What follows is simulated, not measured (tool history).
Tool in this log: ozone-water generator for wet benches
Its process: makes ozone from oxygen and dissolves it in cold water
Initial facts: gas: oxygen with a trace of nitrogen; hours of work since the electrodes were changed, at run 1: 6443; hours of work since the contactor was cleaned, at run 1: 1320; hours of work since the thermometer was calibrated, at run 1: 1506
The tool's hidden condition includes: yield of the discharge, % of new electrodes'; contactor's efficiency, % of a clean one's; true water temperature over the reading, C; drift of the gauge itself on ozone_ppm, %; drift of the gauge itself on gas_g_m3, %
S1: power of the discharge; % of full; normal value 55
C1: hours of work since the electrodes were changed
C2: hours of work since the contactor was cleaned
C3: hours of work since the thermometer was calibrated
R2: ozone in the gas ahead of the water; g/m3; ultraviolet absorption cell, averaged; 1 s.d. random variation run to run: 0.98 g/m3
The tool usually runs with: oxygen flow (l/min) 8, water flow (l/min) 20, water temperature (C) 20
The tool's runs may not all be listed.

Run 1, hour 0: usual settings; C1 6443; C2 1320; C3 1506. Result: dissolved ozone (ppm) 19.4, R2 141.4 g/m3.
Run 2, hour 178.1: usual settings; C1 6588; C2 1465; C3 1651. Result: dissolved ozone (ppm) 19, R2 139.7 g/m3.
Run 3, hour 375.8: usual settings but water temperature (C) 15; C1 6749; C2 1626; C3 1812. Result: dissolved ozone (ppm) 20.8, R2 140.4 g/m3.
Run 4, hour 496.7: usual settings but water temperature (C) 15; C1 6847; C2 1725; C3 1910. Result: dissolved ozone (ppm) 20.5, R2 138.9 g/m3.
Run 5, hour 700.9: usual settings but S1 48 % of full, water temperature (C) 15; C1 7014; C2 1891; C3 2077. Result: dissolved ozone (ppm) 19, R2 130.5 g/m3.
Run 6, hour 824: usual settings but S1 48 % of full, water temperature (C) 15; C1 7114; C2 1991; C3 2177. Result: dissolved ozone (ppm) 19.3, R2 128.3 g/m3.
Run 7, hour 1040.2: usual settings; C1 7290; C2 2167; C3 2353. Result: dissolved ozone (ppm) 18.5, R2 136.5 g/m3.
Run 8, hour 1170.9: usual settings; C1 7396; C2 2274; C3 2459. Result: dissolved ozone (ppm) 18.6, R2 136.5 g/m3.
Run 9, hour 1287.2: usual settings; C1 7491; C2 2369; C3 2554. Result: dissolved ozone (ppm) 18.5, R2 136.4 g/m3.
Run 10, hour 1439.3: usual settings; C1 7615; C2 2492; C3 2678. Result: dissolved ozone (ppm) 18.5, R2 136.1 g/m3.
Run 11, hour 1671.5: usual settings; C1 7804; C2 2681; C3 2867. Result: dissolved ozone (ppm) 18.4, R2 133.3 g/m3.
Run 12, hour 1829.5: usual settings; C1 7933; C2 2810; C3 2996. Result: dissolved ozone (ppm) 18.2, R2 133.2 g/m3.
Run 13, hour 2060.6: usual settings but oxygen flow (l/min) 5.84; C1 8121; C2 2998; C3 3184. Result: dissolved ozone (ppm) 19.2, R2 165.3 g/m3.
Run 14, hour 2291.7: usual settings but oxygen flow (l/min) 5.84; C1 8309; C2 3186; C3 3372. Result: dissolved ozone (ppm) 19, R2 164.4 g/m3.
Run 15, hour 2501.9: usual settings; C1 8480; C2 3358; C3 3543. Result: dissolved ozone (ppm) 17.8, R2 131.1 g/m3.
Run 16, hour 2714.5: usual settings; C1 8653; C2 3531; C3 3716. Result: dissolved ozone (ppm) 17.6, R2 130.8 g/m3.
Run 17, hour 2894: usual settings; C1 8799; C2 3677; C3 3862. Result: dissolved ozone (ppm) 17.5, R2 129.6 g/m3.
Run 18, hour 3114: usual settings but oxygen flow (l/min) 8.03, water temperature (C) 21; C1 8978; C2 3856; C3 4041. Result: dissolved ozone (ppm) 16.8, R2 129.7 g/m3.
Run 19, hour 3334.4: usual settings but oxygen flow (l/min) 11.55, water temperature (C) 21; C1 9158; C2 4035; C3 4221. Result: dissolved ozone (ppm) 15, R2 99.7 g/m3.
Run 20, hour 3460.9: usual settings but S1 98 % of full; C1 9261; C2 4138; C3 4324. Result: dissolved ozone (ppm) 21.9, R2 165.4 g/m3.
At hour 3480: electrodes of the discharge changed.
Run 21, hour 3619.2: usual settings but S1 98 % of full, water flow (l/min) 19; C1 113; C2 4262; C3 4448. Result: dissolved ozone (ppm) 32.3, R2 235.2 g/m3.
Run 22, hour 3754.2: usual settings but S1 47 % of full, oxygen flow (l/min) 9.66, water flow (l/min) 17, water temperature (C) 12; C1 223; C2 4372; C3 4558. Result: dissolved ozone (ppm) 25.2, R2 134.8 g/m3.
At hour 3892.1: water thermometer calibrated.
Run 23, hour 3979.6: usual settings but S1 48 % of full; C1 406; C2 4555; C3 71. Result: dissolved ozone (ppm) 20.4, R2 157.1 g/m3.
Run 24, hour 4100.7: usual settings but water flow (l/min) 19, water temperature (C) 13; C1 505; C2 4654; C3 170. Result: dissolved ozone (ppm) 25.9, R2 168.6 g/m3.
At hour 4201: contactor cleaned.
Run 25, hour 4213: usual settings but water flow (l/min) 21; C1 593; C2 10; C3 258. Result: dissolved ozone (ppm) 22.6, R2 165.1 g/m3.
Run 26, hour 4364.7: usual settings but water flow (l/min) 21; C1 717; C2 133; C3 381. Result: dissolved ozone (ppm) 22.1, R2 166.4 g/m3.
Run 27, hour 4576.8: usual settings but water flow (l/min) 21; C1 889; C2 306; C3 554. Result: dissolved ozone (ppm) 22.2, R2 164.4 g/m3.
Run 28, hour 4721.8: usual settings but water flow (l/min) 13, water temperature (C) 23; C1 1007; C2 424; C3 672. Result: dissolved ozone (ppm) 27.8, R2 166.5 g/m3.
Run 29, hour 4916.8: usual settings but oxygen flow (l/min) 9.42, water flow (l/min) 27, water temperature (C) 27; C1 1166; C2 583; C3 831. Result: dissolved ozone (ppm) 15.1, R2 146 g/m3.
Run 30, hour 5077.7: usual settings but oxygen flow (l/min) 14.26; C1 1297; C2 714; C3 962. Result: dissolved ozone (ppm) 18.9, R2 109.2 g/m3.
Run 31, hour 5274.4: usual settings but S1 52 % of full, oxygen flow (l/min) 14.26; C1 1457; C2 874; C3 1122. Result: dissolved ozone (ppm) 18.1, R2 105.9 g/m3.
Run 32, hour 5462.6: usual settings but S1 42 % of full, oxygen flow (l/min) 8.55; C1 1611; C2 1027; C3 1275. Result: dissolved ozone (ppm) 18.7, R2 134.4 g/m3.
Run 33, hour 5695.6: usual settings but S1 42 % of full, oxygen flow (l/min) 8.55; C1 1800; C2 1217; C3 1465. Result: dissolved ozone (ppm) 18.8, R2 133.1 g/m3.

Results for each run, recomputed without the tool's hidden state and with each run's random variation untouched:
run  dissolved ozone (ppm)     R2
  1                   23.7  169.1
  2                   23.3  168.1
  3                   25.6  169.6
  4                   25.4  168.3
  5                   23.4  156.6
  6                   23.8  154.5
  7                   23.4    168
  8                   23.6  168.3
  9                   23.6  168.8
 10                   23.6  169.1
 11                   23.7  166.8
 12                   23.6  167.2
 13                   25.1  209.1
 14                   25.2  209.1
 15                   23.8  167.8
 16                   23.6  168.3
 17                   23.6  167.3
 18                     23  168.5
 19                   20.6  130.5
 20                   32.9    237
 21                   33.9  234.3
 22                   26.5  134.8
 23                   21.7  157.7
 24                   27.5  169.8
 25                   22.8  166.6
 26                   22.4  168.4
 27                   22.7  167.1
 28                   28.5  169.7
 29                   15.6  149.4
 30                   19.6  112.2
 31                   18.9    109
 32                   19.6  138.2
 33                   19.7  137.5
